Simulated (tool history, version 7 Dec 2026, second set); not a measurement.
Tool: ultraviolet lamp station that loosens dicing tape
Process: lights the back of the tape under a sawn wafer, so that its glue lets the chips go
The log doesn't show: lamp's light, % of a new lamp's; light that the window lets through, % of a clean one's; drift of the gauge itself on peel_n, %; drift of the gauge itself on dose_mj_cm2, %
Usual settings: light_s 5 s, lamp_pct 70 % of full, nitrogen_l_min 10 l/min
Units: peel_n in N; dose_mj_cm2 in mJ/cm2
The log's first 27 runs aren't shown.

run,day,light_s,lamp_pct,nitrogen_l_min,hours of work of the lamp,hours of work since the window was cleaned,peel_n,dose_mj_cm2
28,15.771,6,74,7,273,131,0.271,550
29,16.558,6,74,7,282,139,0.263,546
30,17.054,6,92,8,287,144,0.185,675
31,17.875,5,70,18,296,153,0.229,427
32,18.383,6,70,11,301,159,0.22,510
33,19.058,5,88,11,308,166,0.208,531
34,19.662,5,66,10,315,173,0.351,388
35,20.488,5,79,7,324,181,0.339,471
36,21.154,7,63,15,331,189,0.178,523
37,21.679,7,63,15,337,194,0.186,519
38,22.271,7,71,10,343,201,0.185,585
39,22.692,6,63,3,348,205,0.656,439
40,23.25,6,63,3,354,211,0.681,445
41,24.075,6,63,3,362,220,0.697,442
42,24.5,6,63,3,367,225,0.687,437
43,25.029,2,63,8,373,230,1.54,144

4 ways to go on from here, each from the tool as it stands after run 43. What would each give?
A,25.396,5,92,10,377,234,?,?
B,25.396,3,79,8,377,234,?,?
C,25.396,5,71,17,377,234,?,?
D,25.396,8,99,17,377,234,?,?

run,peel_n,dose_mj_cm2
A,0.218,531
B,0.757,278
C,0.255,411
D,0.12,914
Without the tool's hidden state the same runs would have given:
run,peel_n,dose_mj_cm2
A,0.168,634
B,0.583,331
C,0.195,491
D,0.118,1091
